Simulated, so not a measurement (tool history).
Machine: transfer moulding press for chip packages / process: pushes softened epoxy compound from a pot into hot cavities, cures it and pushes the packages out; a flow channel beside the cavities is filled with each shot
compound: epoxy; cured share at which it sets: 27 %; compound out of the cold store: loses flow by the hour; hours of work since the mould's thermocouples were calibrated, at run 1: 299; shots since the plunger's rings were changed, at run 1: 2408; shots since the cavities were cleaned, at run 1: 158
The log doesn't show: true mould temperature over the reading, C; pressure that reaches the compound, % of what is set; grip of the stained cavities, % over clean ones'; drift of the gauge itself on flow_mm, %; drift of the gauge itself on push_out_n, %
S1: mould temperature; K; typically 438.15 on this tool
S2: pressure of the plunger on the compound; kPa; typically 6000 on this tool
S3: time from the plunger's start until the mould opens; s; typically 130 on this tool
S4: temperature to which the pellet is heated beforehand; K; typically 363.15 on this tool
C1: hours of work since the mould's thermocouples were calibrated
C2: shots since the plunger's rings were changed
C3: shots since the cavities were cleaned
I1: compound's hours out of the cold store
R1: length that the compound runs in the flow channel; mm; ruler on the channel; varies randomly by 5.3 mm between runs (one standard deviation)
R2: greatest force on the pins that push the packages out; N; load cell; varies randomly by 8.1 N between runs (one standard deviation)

Run 1, hour 0.0: usual settings; C1 299; C2 2408; C3 158; I1 38.9. Result: R1 541 mm, R2 349 N.
Run 2, hour 47.8: usual settings but S4 354.15 K; C1 322; C2 2742; C3 492; I1 11.7. Result: R1 615 mm, R2 361 N.
Run 3, hour 97.5: usual settings but S4 354.15 K; C1 346; C2 3090; C3 840; I1 12.3. Result: R1 613 mm, R2 361 N.
At hour 111.0: cavities cleaned with cleaning compound and waxed.
Run 4, hour 147.8: usual settings but S4 354.15 K; C1 369; C2 3431; C3 257; I1 16.3. Result: R1 606 mm, R2 368 N.
At hour 182.9: mould's thermocouples calibrated.
Run 5, hour 208.6: usual settings but S1 431.15 K, S4 354.15 K; C1 12; C2 3843; C3 669; I1 39.3. Result: R1 572 mm, R2 605 N.
At hour 244.3: cavities cleaned with cleaning compound and waxed.
Run 6, hour 268.2: usual settings but S1 431.15 K, S4 354.15 K; C1 40; C2 4249; C3 167; I1 44.5. Result: R1 555 mm, R2 580 N.
At hour 306.2: plunger's sealing rings changed.
Run 7, hour 338.5: usual settings but S1 431.15 K, S4 354.15 K; C1 72; C2 226; C3 642; I1 29.4. Result: R1 602 mm, R2 603 N.
At hour 379.8: cavities cleaned with cleaning compound and waxed.
Run 8, hour 399.5: usual settings but S1 431.15 K, S4 354.15 K; C1 100; C2 643; C3 139; I1 37.4. Result: R1 571 mm, R2 592 N.
Run 9, hour 465.3: usual settings but S3 124 s; C1 131; C2 1103; C3 599; I1 46.0. Result: R1 529 mm, R2 368 N.
At hour 511.9: cavities cleaned with cleaning compound and waxed.
Run 10, hour 521.1: usual settings but S3 124 s; C1 157; C2 1483; C3 65; I1 29.6. Result: R1 560 mm, R2 390 N.
Run 11, hour 559.5: usual settings; C1 175; C2 1751; C3 333; I1 45.4. Result: R1 530 mm, R2 349 N.
Run 12, hour 604.4: usual settings; C1 196; C2 2065; C3 647; I1 15.3. Result: R1 617 mm, R2 369 N.
At hour 647.6: cavities cleaned with cleaning compound and waxed.
Run 13, hour 647.7: usual settings; C1 216; C2 2358; C3 1; I1 13.4. Result: R1 610 mm, R2 365 N.
Run 14, hour 680.4: usual settings; C1 231; C2 2587; C3 230; I1 40.1. Result: R1 540 mm, R2 358 N.
Run 15, hour 746.3: usual settings; C1 262; C2 3048; C3 691; I1 18.9. Result: R1 599 mm, R2 366 N.
Run 16, hour 774.2: usual settings; C1 276; C2 3243; C3 886; I1 40.8. Result: R1 541 mm, R2 371 N.
At hour 780.8: cavities cleaned with cleaning compound and waxed.
Run 17, hour 828.5: usual settings but S3 163 s; C1 301; C2 3613; C3 334; I1 15.0. Result: R1 609 mm, R2 306 N.
Run 18, hour 882.5: usual settings; C1 326; C2 3991; C3 712; I1 36.5. Result: R1 552 mm, R2 346 N.
At hour 913.5: cavities cleaned with cleaning compound and waxed.
Run 19, hour 945.2: usual settings but S2 5840 kPa; C1 355; C2 4419; C3 222; I1 12.3. Result: R1 613 mm, R2 353 N.
At hour 957.9: plunger's sealing rings changed.
Run 20, hour 1003.2: usual settings but S1 445.15 K, S2 4940 kPa, S4 354.15 K; C1 381; C2 317; C3 610; I1 39.6. Result: R1 488 mm, R2 310 N.
At hour 1008.4: mould's thermocouples calibrated.
Run 21, hour 1039.0: usual settings but S1 445.15 K, S2 4940 kPa, S4 354.15 K; C1 14; C2 554; C3 847; I1 14.3. Result: R1 541 mm, R2 293 N.
At hour 1049.0: cavities cleaned with cleaning compound and waxed.
Run 22, hour 1084.7: usual settings but S2 6080 kPa, S3 141 s; C1 35; C2 863; C3 249; I1 18.0. Result: R1 608 mm, R2 323 N.
Run 23, hour 1120.6: usual settings but S2 6080 kPa, S3 141 s; C1 52; C2 1114; C3 500; I1 46.9. Result: R1 529 mm, R2 343 N.
At hour 1181.4: cavities cleaned with cleaning compound and waxed.
Run 24, hour 1182.1: usual settings but S2 6080 kPa, S3 141 s; C1 81; C2 1534; C3 5; I1 30.0. Result: R1 574 mm, R2 319 N.
Run 25, hour 1223.6: usual settings but S1 430.15 K, S2 6850 kPa; C1 100; C2 1825; C3 296; I1 40.8. Result: R1 601 mm, R2 629 N.
Run 26, hour 1262.9: usual settings but S1 430.15 K, S2 6850 kPa; C1 119; C2 2100; C3 571; I1 19.4. Result: R1 664 mm, R2 680 N.
At hour 1315.0: cavities cleaned with cleaning compound and waxed.
Run 27, hour 1331.4: usual settings but S1 430.15 K, S2 6550 kPa, S3 119 s; C1 151; C2 2569; C3 115; I1 38.0. Result: R1 596 mm, R2 726 N.
Run 28, hour 1396.2: usual settings but S1 430.15 K, S2 6550 kPa, S3 119 s; C1 181; C2 3022; C3 568; I1 20.3. Result: R1 650 mm, R2 824 N.

How the hidden state differs across the entries between the runs, from the last listed run before each to the first after it:
After run 3, before run 4: cavities cleaned with cleaning compound and waxed (hour 111.0)
  pressure that reaches the compound, % of what is set: 99.78 -> 99.75; grip of the stained cavities, % over clean ones': 1.8 -> 0.8
  measured result minus the result with no hidden state, R2: +6 -> +3 N
After run 4, before run 5: mould's thermocouples calibrated (hour 182.9)
  pressure that reaches the compound, % of what is set: 99.75 -> 99.73; grip of the stained cavities, % over clean ones': 0.8 -> 1.6
  measured result minus the result with no hidden state, R2: +3 -> +9 N
After run 5, before run 6: cavities cleaned with cleaning compound and waxed (hour 244.3)
  pressure that reaches the compound, % of what is set: 99.73 -> 99.7; grip of the stained cavities, % over clean ones': 1.6 -> 0.6
  measured result minus the result with no hidden state, R2: +9 -> +4 N
After run 6, before run 7: plunger's sealing rings changed (hour 306.2)
  pressure that reaches the compound, % of what is set: 99.7 -> 99.98; grip of the stained cavities, % over clean ones': 0.6 -> 1.6
  measured result minus the result with no hidden state, R2: +4 -> +10 N
After run 7, before run 8: cavities cleaned with cleaning compound and waxed (hour 379.8)
  pressure that reaches the compound, % of what is set: 99.98 -> 99.95; grip of the stained cavities, % over clean ones': 1.6 -> 0.5
  measured result minus the result with no hidden state, R2: +10 -> +3 N
After run 9, before run 10: cavities cleaned with cleaning compound and waxed (hour 511.9)
  pressure that reaches the compound, % of what is set: 99.92 -> 99.9; grip of the stained cavities, % over clean ones': 1.5 -> 0.3
  measured result minus the result with no hidden state, R2: +6 -> +1 N
After run 12, before run 13: cavities cleaned with cleaning compound and waxed (hour 647.6)
  pressure that reaches the compound, % of what is set: 99.86 -> 99.84; grip of the stained cavities, % over clean ones': 1.5 -> 0
  measured result minus the result with no hidden state, R2: +6 -> +0 N
After run 16, before run 17: cavities cleaned with cleaning compound and waxed (hour 780.8)
  pressure that reaches the compound, % of what is set: 99.78 -> 99.75; grip of the stained cavities, % over clean ones': 1.9 -> 1.1
  measured result minus the result with no hidden state, R2: +7 -> +3 N
After run 18, before run 19: cavities cleaned with cleaning compound and waxed (hour 913.5)
  pressure that reaches the compound, % of what is set: 99.73 -> 99.7; grip of the stained cavities, % over clean ones': 1.6 -> 0.7
  measured result minus the result with no hidden state, R2: +5 -> +3 N
After run 19, before run 20: plunger's sealing rings changed (hour 957.9)
  pressure that reaches the compound, % of what is set: 99.7 -> 99.96; grip of the stained cavities, % over clean ones': 0.7 -> 1.5
  measured result minus the result with no hidden state, R2: +3 -> +4 N
After run 20, before run 21: mould's thermocouples calibrated (hour 1008.4)
  true mould temperature over the reading, C: -0.01 -> 0.01; pressure that reaches the compound, % of what is set: 99.96 -> 99.95; grip of the stained cavities, % over clean ones': 1.5 -> 1.8
  measured result minus the result with no hidden state, R2: +4 -> +5 N
After run 21, before run 22: cavities cleaned with cleaning compound and waxed (hour 1049.0)
  true mould temperature over the reading, C: 0.01 -> 0; pressure that reaches the compound, % of what is set: 99.95 -> 99.92; grip of the stained cavities, % over clean ones': 1.8 -> 0.9
  measured result minus the result with no hidden state, R2: +5 -> +3 N
After run 23, before run 24: cavities cleaned with cleaning compound and waxed (hour 1181.4)
  pressure that reaches the compound, % of what is set: 99.91 -> 99.88; grip of the stained cavities, % over clean ones': 1.4 -> 0.1
  measured result minus the result with no hidden state, R2: +4 -> +0 N
After run 26, before run 27: cavities cleaned with cleaning compound and waxed (hour 1315.0)
  pressure that reaches the compound, % of what is set: 99.84 -> 99.8; grip of the stained cavities, % over clean ones': 1.5 -> 0.5
  measured result minus the result with no hidden state, R2: +10 -> +3 N
